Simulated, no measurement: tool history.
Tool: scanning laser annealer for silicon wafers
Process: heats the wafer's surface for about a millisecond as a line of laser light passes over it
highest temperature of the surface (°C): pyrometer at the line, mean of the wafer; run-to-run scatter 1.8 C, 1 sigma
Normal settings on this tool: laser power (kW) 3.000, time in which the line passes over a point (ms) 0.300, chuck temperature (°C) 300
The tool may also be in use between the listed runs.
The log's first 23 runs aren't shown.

run	hour	laser power (kW)	time in which the line passes over a point (ms)	chuck temperature (°C)	highest temperature of the surface (°C)
24	250.9	3.000	0.308	315	1133
25	260.0	3.165	0.302	279	1133
26	274.3	3.165	0.302	279	1133
27	287.4	3.165	0.302	279	1131
# hour 294.1: window over the wafer cleaned
28	298.0	3.253	0.302	338	1234
29	311.2	3.253	0.302	338	1235
30	321.7	3.000	0.250	273	1026
31	335.9	2.598	0.353	298	1079
32	348.0	2.598	0.353	298	1077
33	362.1	2.598	0.353	298	1079
34	369.8	3.000	0.355	331	1234
35	385.2	3.000	0.279	299	1091
36	392.4	3.000	0.279	299	1096
37	398.8	3.000	0.279	299	1094
38	411.9	3.000	0.279	299	1095
39	425.5	3.082	0.231	301	1042
40	436.5	2.765	0.231	303	967

Each row is a separate what-if for the run after 40, all from the same tool condition, not one after another. Results?
A	449.8	2.765	0.253	308	?
B	449.8	3.000	0.300	265	?
C	449.8	2.765	0.362	337	?
D	449.8	3.000	0.236	300	?

run	highest temperature of the surface (°C)
A	1004
B	1087
C	1176
D	1027
Take away the tool's hidden state, keep each run's random variation, and the runs would have read:
run	highest temperature of the surface (°C)
A	1010
B	1094
C	1183
D	1033
